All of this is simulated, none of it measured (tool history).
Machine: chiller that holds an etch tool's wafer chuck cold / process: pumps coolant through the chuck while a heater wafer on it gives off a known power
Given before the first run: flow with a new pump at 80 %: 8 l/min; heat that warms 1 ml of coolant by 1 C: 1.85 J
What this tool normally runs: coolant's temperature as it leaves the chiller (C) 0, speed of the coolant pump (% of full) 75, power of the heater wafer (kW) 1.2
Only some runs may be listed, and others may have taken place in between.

run,hour,coolant's temperature as it leaves the chiller (C),speed of the coolant pump (% of full),power of the heater wafer (kW),chuck's temperature once it has settled (C),how much warmer the coolant comes back (C)
1,0,0,75,1.2,10.1,5.46
2,40.4,0,75,0.799,7,3.63
3,81.6,-3,75,0.799,3.7,3.64
4,122.3,-3,75,0.799,4,3.65
5,173.6,-3,69,0.799,4.5,4
6,197.5,-3,69,0.799,4.4,3.95
7,253,-7,75,1.2,3.6,5.52
8,283.7,-8,75,1.2,2.5,5.58
9,324.6,0,75,1.037,9,4.72
10,376.2,0,75,1.037,9.1,4.71
11,416,0,75,1.037,9.2,4.79
12,455.9,0,75,1.037,9.2,4.8
13,492.9,0,75,0.843,7.5,3.9
14,546.5,6,75,1.2,16.7,5.61
15,597.7,-8,75,1.2,2.6,5.54
16,640.5,-3,75,1.2,7.7,5.55
17,696,-9,94,1.249,0.8,4.7
18,746.8,8,88,1.2,17.9,4.75
19,778.5,-2,75,1.2,8.8,5.65
20,819.1,-2,75,1.2,8.9,5.64
21,849.6,-2,75,1.2,8.9,5.58
22,881.5,5,67,1.393,18.6,7.23
23,936.8,5,67,1.393,18.4,7.25
24,991.8,-10,75,0.664,-3.9,3.07
25,1022,-1,75,1.298,11,6.06
26,1044.3,-1,75,1.298,11,6.16
27,1075.5,2,73,1.142,12.6,5.56
28,1124.2,0,66,1.613,16,8.57
29,1158.7,-9,63,1.004,1.4,5.64
30,1202.8,-9,63,1.004,1.3,5.59
31,1233.7,-9,63,1.004,1.4,5.65
# hour 1264: chiller's thermometer calibrated
32,1281.5,-9,63,1.004,1,5.6

Below, each run's measurement less what the same run would have read without the hidden state. Both values contain the same run-to-run variation, but the gauge's scatter may not be the same in both:
The tool's hidden condition here consists of: heat passed by the chuck's channels, % of clean ones'; flow at a given pump speed, % of a new pump's; coolant's true temperature over the reading, C; drift of the gauge itself on chuck_c, C; drift of the gauge itself on warmer_back_c, C.
run,chuck's temperature once it has settled (C),how much warmer the coolant comes back (C)
1,+0.7,+0.3
2,+0.5,+0.2
3,+0.6,+0.21
4,+0.6,+0.21
5,+0.6,+0.24
6,+0.6,+0.24
7,+1,+0.34
8,+1,+0.35
9,+0.9,+0.31
10,+0.9,+0.31
11,+0.9,+0.31
12,+0.9,+0.33
13,+0.8,+0.26
14,+1.1,+0.39
15,+1.2,+0.4
16,+1.2,+0.4
17,+1.2,+0.35
18,+1.2,+0.36
19,+1.3,+0.43
20,+1.4,+0.43
21,+1.4,+0.43
22,+1.7,+0.58
23,+1.7,+0.58
24,+0.9,+0.26
25,+1.6,+0.5
26,+1.7,+0.51
27,+1.5,+0.46
28,+2.2,+0.74
29,+1.5,+0.49
30,+1.5,+0.49
31,+1.5,+0.5
32,+1.3,+0.5

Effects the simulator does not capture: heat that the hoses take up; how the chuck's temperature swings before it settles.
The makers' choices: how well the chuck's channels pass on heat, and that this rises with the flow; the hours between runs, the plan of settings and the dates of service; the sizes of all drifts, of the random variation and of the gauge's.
